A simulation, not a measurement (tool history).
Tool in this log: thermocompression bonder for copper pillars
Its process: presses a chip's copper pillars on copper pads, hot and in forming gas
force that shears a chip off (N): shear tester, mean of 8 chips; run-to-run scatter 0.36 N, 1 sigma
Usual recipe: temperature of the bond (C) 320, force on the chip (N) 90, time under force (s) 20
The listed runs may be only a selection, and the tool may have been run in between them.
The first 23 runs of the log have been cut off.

run     day  temperature of the bond (C)  force on the chip (N)  time under force (s)  force that shears a chip off (N)
 24  10.162                          349                     70                    41                              62.9
 25  10.725                          296                    117                    11                              38.0
 26  11.321                          342                     89                    11                              44.0
 27  11.788                          313                    126                    11                              47.3
 28  12.142                          313                    126                    11                              47.2
 29  12.525                          320                     62                    20                              34.6
 30  12.975                          320                     62                    20                              35.2
 31  13.271                          320                     62                    20                              34.3

Consider 5 possible next runs. They are alternatives, not a sequence: every one starts from the tool as it was left by run 31. What does each give?
  A  13.858                          319                    124                    32                                 ?
  B  13.858                          320                    117                    20                                 ?
  C  13.858                          316                    121                    52                                 ?
  D  13.858                          320                     62                    47                                 ?
  E  13.858                          344                     62                    20                                 ?

run  force that shears a chip off (N)
  A                              70.6
  B                              57.5
  C                              78.5
  D                              49.6
  E                              42.1
Had the tool no hidden state, the same runs would have come out as:
run  force that shears a chip off (N)
  A                              74.1
  B                              60.1
  C                              82.6
  D                              51.7
  E                              43.9
